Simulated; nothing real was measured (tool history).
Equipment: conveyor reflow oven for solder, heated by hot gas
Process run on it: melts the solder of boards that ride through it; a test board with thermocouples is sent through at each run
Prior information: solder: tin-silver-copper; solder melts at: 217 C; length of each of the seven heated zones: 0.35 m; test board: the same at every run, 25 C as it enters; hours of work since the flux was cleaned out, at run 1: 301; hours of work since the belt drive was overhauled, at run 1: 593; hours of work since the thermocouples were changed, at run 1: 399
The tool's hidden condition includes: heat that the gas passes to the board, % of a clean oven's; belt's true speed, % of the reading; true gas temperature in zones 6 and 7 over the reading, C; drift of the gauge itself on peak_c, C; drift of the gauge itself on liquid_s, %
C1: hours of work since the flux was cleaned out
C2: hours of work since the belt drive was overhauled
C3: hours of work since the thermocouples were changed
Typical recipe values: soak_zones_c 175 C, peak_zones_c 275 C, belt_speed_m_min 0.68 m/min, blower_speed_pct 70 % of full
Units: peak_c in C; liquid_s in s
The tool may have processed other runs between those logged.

Run 1, hour 0: usual settings; C1 301; C2 593; C3 399. Result: peak_c 260 C, liquid_s 50.71 s.
Run 2, hour 10.1: usual settings but blower_speed_pct 77 % of full; C1 309; C2 601; C3 407. Result: peak_c 261 C, liquid_s 51.58 s.
Run 3, hour 17.3: usual settings but blower_speed_pct 77 % of full; C1 314; C2 607; C3 413. Result: peak_c 261.3 C, liquid_s 51.7 s.
Run 4, hour 26.1: usual settings but blower_speed_pct 77 % of full; C1 321; C2 613; C3 420. Result: peak_c 261.2 C, liquid_s 51.67 s.
Run 5, hour 40: usual settings but belt_speed_m_min 0.772 m/min, blower_speed_pct 77 % of full; C1 332; C2 624; C3 430. Result: peak_c 256.9 C, liquid_s 42.99 s.
Run 6, hour 50.9: usual settings but belt_speed_m_min 0.772 m/min, blower_speed_pct 77 % of full; C1 340; C2 633; C3 439. Result: peak_c 256.8 C, liquid_s 42.94 s.
At hour 58: flux residue cleaned out of gas plates and filters.
Run 7, hour 65.2: usual settings but belt_speed_m_min 0.772 m/min, blower_speed_pct 77 % of full; C1 6; C2 640; C3 446. Result: peak_c 258.9 C, liquid_s 44.21 s.
Run 8, hour 74.3: usual settings but belt_speed_m_min 0.772 m/min, blower_speed_pct 77 % of full; C1 13; C2 647; C3 453. Result: peak_c 258.7 C, liquid_s 44.21 s.
Run 9, hour 84.8: usual settings but belt_speed_m_min 0.772 m/min, blower_speed_pct 77 % of full; C1 21; C2 655; C3 461. Result: peak_c 259 C, liquid_s 44.3 s.
Run 10, hour 93.5: usual settings but belt_speed_m_min 0.772 m/min, blower_speed_pct 77 % of full; C1 28; C2 662; C3 468. Result: peak_c 258.9 C, liquid_s 44.05 s.
Run 11, hour 101.8: usual settings but soak_zones_c 180 C, peak_zones_c 272 C; C1 34; C2 668; C3 475. Result: peak_c 259.8 C, liquid_s 52.34 s.
Run 12, hour 114.8: usual settings but soak_zones_c 171 C, peak_zones_c 280 C, belt_speed_m_min 0.757 m/min; C1 44; C2 678; C3 485. Result: peak_c 261.6 C, liquid_s 45.15 s.
Run 13, hour 122: usual settings but soak_zones_c 162 C, peak_zones_c 280 C, belt_speed_m_min 0.757 m/min, blower_speed_pct 71 % of full; C1 50; C2 684; C3 490. Result: peak_c 259.8 C, liquid_s 42.33 s.
Run 14, hour 131: usual settings but soak_zones_c 162 C, peak_zones_c 280 C, belt_speed_m_min 0.757 m/min, blower_speed_pct 71 % of full; C1 57; C2 691; C3 497. Result: peak_c 260 C, liquid_s 42.25 s.
At hour 135.6: belt drive overhauled, speed set with a stopwatch.
Run 15, hour 141.3: usual settings but soak_zones_c 167 C, peak_zones_c 288 C, belt_speed_m_min 0.652 m/min; C1 61; C2 4; C3 502. Result: peak_c 273.5 C, liquid_s 57.34 s.
Run 16, hour 148: usual settings but soak_zones_c 187 C, belt_speed_m_min 0.545 m/min, blower_speed_pct 73 % of full; C1 67; C2 10; C3 507. Result: peak_c 269.3 C, liquid_s 73.53 s.
Run 17, hour 156.3: usual settings but soak_zones_c 182 C, peak_zones_c 265 C, belt_speed_m_min 0.545 m/min, blower_speed_pct 73 % of full; C1 73; C2 16; C3 514. Result: peak_c 259 C, liquid_s 67.86 s.
Run 18, hour 164.1: usual settings but soak_zones_c 182 C, peak_zones_c 265 C, belt_speed_m_min 0.545 m/min, blower_speed_pct 73 % of full; C1 79; C2 22; C3 520. Result: peak_c 259.3 C, liquid_s 67.74 s.
Run 19, hour 171.1: usual settings but soak_zones_c 182 C, peak_zones_c 277 C, belt_speed_m_min 0.64 m/min, blower_speed_pct 73 % of full; C1 85; C2 28; C3 525. Result: peak_c 266.5 C, liquid_s 59.92 s.

The logged runs with the hidden state left out (each run's random variation unchanged):
run  peak_c  liquid_s
  1   260.3     50.64
  2   261.3     51.51
  3   261.6     51.65
  4   261.6     51.62
  5   257.6     43.21
  6   257.6     43.18
  7   257.6     43.28
  8   257.5     43.29
  9   257.7      43.4
 10   257.7     43.15
 11   258.6     51.34
 12   260.4     44.26
 13   258.7     41.46
 14   258.9     41.38
 15   272.1     55.94
 16   267.9     71.91
 17   257.7     66.18
 18   257.9     66.05
 19   265.2     58.49

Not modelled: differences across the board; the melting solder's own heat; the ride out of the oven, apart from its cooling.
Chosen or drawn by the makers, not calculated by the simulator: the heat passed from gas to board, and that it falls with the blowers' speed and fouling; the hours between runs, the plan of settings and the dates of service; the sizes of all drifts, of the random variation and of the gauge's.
